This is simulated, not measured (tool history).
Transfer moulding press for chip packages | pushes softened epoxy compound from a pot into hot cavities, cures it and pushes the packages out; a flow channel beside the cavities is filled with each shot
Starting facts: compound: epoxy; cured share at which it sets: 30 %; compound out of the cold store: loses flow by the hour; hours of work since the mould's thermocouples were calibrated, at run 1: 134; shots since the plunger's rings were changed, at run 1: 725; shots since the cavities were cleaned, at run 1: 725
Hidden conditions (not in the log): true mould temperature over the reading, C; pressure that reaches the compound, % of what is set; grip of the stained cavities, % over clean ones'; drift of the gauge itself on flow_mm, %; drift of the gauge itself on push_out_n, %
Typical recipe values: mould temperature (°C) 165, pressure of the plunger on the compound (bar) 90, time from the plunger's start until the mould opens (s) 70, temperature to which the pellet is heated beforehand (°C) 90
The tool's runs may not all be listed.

run   hour  mould temperature (°C)  pressure of the plunger on the compound (bar)  time from the plunger's start until the mould opens (s)  temperature to which the pellet is heated beforehand (°C)  hours of work since the mould's thermocouples were calibrated  shots since the plunger's rings were changed  shots since the cavities were cleaned  incoming compound's hours out of the cold store  length that the compound runs in the flow channel (mm)  greatest force on the pins that push the packages out (N)
  1      0                     165                                             90                                                       70                                                         90                                                            134                                           725                                    725                                             12.6                                                     911                                                        686
  2    9.8                     165                                             90                                                       70                                                         90                                                            138                                           819                                    819                                             39.7                                                     760                                                        659
      16.6  -- cavities cleaned with cleaning compound and waxed
  3   24.3                     165                                             90                                                       70                                                         90                                                            144                                           945                                     74                                             14.3                                                     888                                                        532
  4   34.5                     165                                             90                                                       70                                                         90                                                            148                                          1044                                    173                                               10                                                     915                                                        593
  5   41.9                     165                                             90                                                       70                                                         90                                                            151                                          1115                                    244                                             26.7                                                     819                                                        555
  6   53.5                     165                                             90                                                       70                                                         94                                                            157                                          1227                                    356                                             35.4                                                     776                                                        562
  7   63.9                     165                                             90                                                       70                                                         94                                                            161                                          1327                                    456                                               35                                                     778                                                        598
  8   70.4                     164                                             90                                                       70                                                         90                                                            164                                          1391                                    520                                             31.9                                                     797                                                        628
  9   80.4                     164                                             90                                                       56                                                         90                                                            168                                          1487                                    616                                             20.3                                                     840                                                       1209
 10   88.8                     165                                             90                                                       70                                                         99                                                            172                                          1568                                    697                                             12.2                                                     880                                                        654
 11   97.7                     165                                             90                                                       70                                                         94                                                            176                                          1654                                    783                                             30.6                                                     794                                                        676
 12  104.1                     165                                             90                                                       70                                                         94                                                            179                                          1716                                    845                                             24.9                                                     828                                                        671
     108.1  -- cavities cleaned with cleaning compound and waxed
 13  113.5                     165                                             90                                                       70                                                         94                                                            182                                          1792                                     51                                             44.1                                                     723                                                        447
 14    126                     165                                             90                                                       70                                                         94                                                            188                                          1913                                    172                                               11                                                     897                                                        538
 15  133.5                     165                                             90                                                       70                                                         94                                                            191                                          1986                                    245                                             19.4                                                     834                                                        573
 16  148.2                     163                                             71                                                       55                                                         90                                                            198                                          2127                                    386                                             17.3                                                     779                                                       1207
 17    155                     165                                             98                                                       70                                                         90                                                            201                                          2193                                    452                                             27.6                                                     841                                                        591
 18  169.3                     165                                             98                                                       70                                                         90                                                            207                                          2332                                    591                                             12.6                                                     919                                                        663
 19  179.1                     165                                           81.8                                                       70                                                         81                                                            211                                          2426                                    685                                             22.4                                                     786                                                        651
 20  190.5                     165                                           81.8                                                       70                                                         81                                                            216                                          2536                                    795                                             37.2                                                     723                                                        643
     199.7  -- cavities cleaned with cleaning compound and waxed
 21  205.5                     165                                           81.8                                                       70                                                         81                                                            222                                          2666                                     55                                             27.6                                                     752                                                        486
 22  212.2                     165                                           81.8                                                       70                                                         81                                                            225                                          2731                                    120                                              8.1                                                     854                                                        577
 23  224.2                     167                                           87.2                                                       70                                                         90                                                            231                                          2847                                    236                                             30.1                                                     766                                                        470
 24  233.3                     167                                           87.2                                                       70                                                         90                                                            235                                          2936                                    325                                             47.6                                                     681                                                        517
 25  244.3                     167                                           87.2                                                       61                                                         90                                                            239                                          3041                                    430                                             16.7                                                     821                                                        751
 26  257.8                     167                                           87.2                                                       61                                                         90                                                            245                                          3172                                    561                                             13.6                                                     839                                                        800
 27  273.2                     165                                             90                                                       76                                                         90                                                            252                                          3321                                    710                                             12.9                                                     873                                                        572
 28  282.6                     165                                             90                                                       76                                                         90                                                            256                                          3412                                    801                                             34.6                                                     744                                                        553
     292.4  -- cavities cleaned with cleaning compound and waxed
 29  299.8                     164                                           85.4                                                       70                                                         90                                                            263                                          3564                                     72                                                9                                                     858                                                        582
 30    313                     164                                           85.4                                                       70                                                         90                                                            269                                          3691                                    199                                               26                                                     777                                                        588

Selected run-to-run steps in length that the compound runs in the flow channel (mm), each split into two signed amounts: the part the tool would show with no hidden state at all (from settings, incoming material and random variation), and the remainder, which goes to the hidden state together with any gauge scatter not common to the measured and the hidden-state-free results:
Run 1 -> 2: settings left as they were, no log entry in between. length that the compound runs in the flow channel (mm) -151: hidden state +1, all else -152.
Run 13 -> 14: settings left as they were, no log entry in between. length that the compound runs in the flow channel (mm) +174: hidden state -7, all else +181.
Run 24 -> 25: time from the plunger's start until the mould opens (s) 70 -> 61. length that the compound runs in the flow channel (mm) +140: hidden state -10, all else +150.
Run 28 -> 29: mould temperature (°C) 165 -> 164, pressure of the plunger on the compound (bar) 90 -> 85.4, time from the plunger's start until the mould opens (s) 76 -> 70, cavities cleaned with cleaning compound and waxed. length that the compound runs in the flow channel (mm) +114: hidden state -10, all else +124.
